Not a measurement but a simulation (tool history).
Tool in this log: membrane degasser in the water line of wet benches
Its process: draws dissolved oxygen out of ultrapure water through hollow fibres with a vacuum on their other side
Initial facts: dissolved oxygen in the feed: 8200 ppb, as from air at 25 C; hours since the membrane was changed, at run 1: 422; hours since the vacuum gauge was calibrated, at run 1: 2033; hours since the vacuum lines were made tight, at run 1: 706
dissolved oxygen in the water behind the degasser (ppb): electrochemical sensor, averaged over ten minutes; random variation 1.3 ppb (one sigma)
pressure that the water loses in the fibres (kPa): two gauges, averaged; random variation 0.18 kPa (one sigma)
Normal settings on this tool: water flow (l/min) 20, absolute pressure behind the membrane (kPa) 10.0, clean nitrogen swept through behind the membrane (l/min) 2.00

run	hour	water flow (l/min)	absolute pressure behind the membrane (kPa)	clean nitrogen swept through behind the membrane (l/min)	hours since the membrane was changed	hours since the vacuum gauge was calibrated	hours since the vacuum lines were made tight	dissolved oxygen in the water behind the degasser (ppb)	pressure that the water loses in the fibres (kPa)
1	0.0	20	10.0	2.00	422	2033	706	165.7	31.36
2	155.6	20	10.0	2.00	578	2189	861	164.5	31.85
3	322.1	20	10.0	1.00	744	2355	1028	305.4	31.97
4	480.6	13	10.0	2.00	903	2514	1186	110.7	20.71
5	632.8	13	10.0	2.00	1055	2666	1338	109.9	20.75
6	798.6	13	10.0	4.23	1221	2832	1504	54.2	20.99
7	890.6	13	10.0	4.23	1313	2924	1596	55.7	21.04
8	1065.9	20	10.0	2.00	1488	3099	1772	166.5	32.54
9	1253.4	20	10.0	2.00	1675	3287	1959	167.6	32.07
10	1397.8	20	18.7	2.00	1820	3431	2103	371.7	32.21
11	1600.7	20	18.7	2.00	2023	3634	2306	368.2	32.60
12	1752.4	20	18.7	2.00	2174	3786	2458	368.1	32.40
# hour 1837.4: seals of the vacuum lines changed
13	1874.7	20	18.7	3.30	2295	3906	37	226.8	32.60
# hour 1884.5: vacuum gauge calibrated
14	2024.1	20	18.7	3.30	2444	140	186	232.7	32.55
15	2219.5	13	19.0	3.30	2639	335	382	155.7	21.01
16	2314.0	13	6.7	1.05	2733	429	476	111.3	21.27
17	2431.3	23	10.0	4.00	2851	547	593	105.4	37.95
18	2547.7	20	8.7	3.61	2967	663	710	83.0	32.90
19	2727.6	19	10.0	1.92	3147	843	890	168.9	31.41
20	2829.8	15	11.5	0.84	3249	945	992	343.3	24.54
# hour 3003.1: vacuum gauge calibrated, once more
21	3003.1	15	6.5	1.88	3422	0	1165	65.4	24.74
22	3123.4	19	6.5	1.88	3542	120	1285	83.9	31.57
23	3259.9	19	6.5	1.88	3679	257	1421	84.2	31.53
24	3370.1	14	22.3	4.34	3789	367	1532	154.2	23.08

For some of the steps in dissolved oxygen in the water behind the degasser (ppb) from one run to the next: how much would appear even if the tool had no hidden state, given the settings, what came in and random variation, and how much remains for the hidden state plus any gauge scatter that the measured result and the result without hidden state don't share?
The tool's hidden condition here consists of: membrane still open, %; true pressure behind the membrane over the reading, kPa; air that leaks in behind the membrane, l/min; drift of the gauge itself on oxygen_ppb, %; drift of the gauge itself on loss_of_pressure_kpa, %.
Run 9 -> 10: absolute pressure behind the membrane (kPa) 10.0 -> 18.7. dissolved oxygen in the water behind the degasser (ppb) +204.1: hidden state +3.6, all else +200.5.
Run 12 -> 13: clean nitrogen swept through behind the membrane (l/min) 2.00 -> 3.30, seals of the vacuum lines changed. dissolved oxygen in the water behind the degasser (ppb) -141.3: hidden state -7.8, all else -133.5.
Run 20 -> 21: absolute pressure behind the membrane (kPa) 11.5 -> 6.5, clean nitrogen swept through behind the membrane (l/min) 0.84 -> 1.88, vacuum gauge calibrated, once more. dissolved oxygen in the water behind the degasser (ppb) -277.9: hidden state -13.9, all else -264.0.
